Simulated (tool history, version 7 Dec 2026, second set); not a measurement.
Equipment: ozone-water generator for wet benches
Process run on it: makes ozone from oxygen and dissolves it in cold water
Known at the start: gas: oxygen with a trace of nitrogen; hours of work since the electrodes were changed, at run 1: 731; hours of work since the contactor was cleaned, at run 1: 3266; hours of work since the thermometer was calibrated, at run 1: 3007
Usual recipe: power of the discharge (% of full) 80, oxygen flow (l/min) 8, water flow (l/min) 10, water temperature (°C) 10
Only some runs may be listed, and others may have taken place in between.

run    hour  power of the discharge (% of full)  oxygen flow (l/min)  water flow (l/min)  water temperature (°C)  hours of work since the electrodes were changed  hours of work since the contactor was cleaned  hours of work since the thermometer was calibrated  dissolved ozone (ppm)  ozone in the gas ahead of the water (g/m3)
  1       0                                  80                    8                  10                      10                                              731                                           3266                                                3007                   33.2                                       183.1
  2   103.9                                  80                    8                  10                      10                                              819                                           3354                                                3096                   33.1                                       181.6
  3   174.5                                  80                    8                  10                      10                                              879                                           3414                                                3156                   33.2                                       182.4
  4   238.5                                  80                    8                  10                      10                                              934                                           3468                                                3210                   32.6                                       181.9
      303.5  -- water thermometer calibrated
  5   331.2                                  80                    8                  10                      10                                             1012                                           3547                                                  24                   32.9                                       182.7
  6   431.5                                  80                    8                  10                      10                                             1098                                           3632                                                 109                   32.7                                       179.6
  7   535.4                                  80                    8                  10                      10                                             1186                                           3721                                                 197                   32.3                                       179.1
  8   584.2                                  80                    8                  10                      10                                             1228                                           3762                                                 239                   32.8                                       179.3
  9   653.1                                  80                  5.1                  10                      10                                             1286                                           3821                                                 297                   32.9                                       217.7
 10   753.5                                  80                  5.1                  10                      10                                             1372                                           3906                                                 383                   33.3                                       219.3
 11   854.1                                  80                  5.1                  10                      10                                             1457                                           3992                                                 468                   32.9                                       216.1
 12     897                                  80                    8                  10                      10                                             1494                                           4028                                                 505                   32.4                                         177
 13  1000.4                                  61                 4.85                  10                      10                                             1582                                           4116                                                 593                     28                                       190.2
 14  1044.3                                  61                 4.85                  10                      10                                             1619                                           4154                                                 630                   27.9                                       189.6
 15  1091.4                                  89                12.73                  11                      11                                             1659                                           4194                                                 670                   29.2                                       154.3
 16  1154.7                                  43                 8.27                  11                      11                                             1713                                           4248                                                 724                   20.4                                       123.5
 17  1230.9                                  49                 8.27                  11                      15                                             1778                                           4313                                                 789                   19.8                                       133.3
 18  1275.3                                  63                 5.41                   9                      10                                             1816                                           4350                                                 827                   30.8                                       183.7
 19  1338.1                                  45                 6.72                  10                      10                                             1869                                           4404                                                 880                   23.2                                         137
 20  1438.3                                  45                 6.72                  12                       6                                             1954                                           4489                                                 966                   21.3                                       137.2
 21  1526.6                                  63                  9.1                  12                       9                                             2030                                           4564                                                1041                   24.1                                       144.8
 22    1588                                  83                 6.13                  12                      16                                             2082                                           4617                                                1093                   24.6                                       200.5
 23  1668.3                                  67                 6.85                   6                       7                                             2150                                           4685                                                1161                   43.8                                       169.4

What if the next run were any one of these 5? Each begins from the tool's condition after run 23:
  A  1765.8                                  67                 6.85                  11                      11                                             2233                                           4768                                                1244                      ?                                           ?
  B  1765.8                                  67                    5                  13                       7                                             2233                                           4768                                                1244                      ?                                           ?
  C  1765.8                                  65                 6.85                   6                      14                                             2233                                           4768                                                1244                      ?                                           ?
  D  1765.8                                  80                 6.92                  10                      10                                             2233                                           4768                                                1244                      ?                                           ?
  E  1765.8                                  67                 4.49                  11                      13                                             2233                                           4768                                                1244                      ?                                           ?

run  dissolved ozone (ppm)  ozone in the gas ahead of the water (g/m3)
  A                   25.8                                         169
  B                   23.3                                       193.4
  C                   36.4                                       166.4
  D                   31.2                                       185.1
  E                   25.1                                       204.2
Stripped of hidden state, with their random variation kept, the same runs would have yielded:
run  dissolved ozone (ppm)  ozone in the gas ahead of the water (g/m3)
  A                   29.3                                       179.5
  B                   26.6                                       205.4
  C                   40.5                                       176.5
  D                   35.6                                       197.8
  E                   28.5                                       216.8
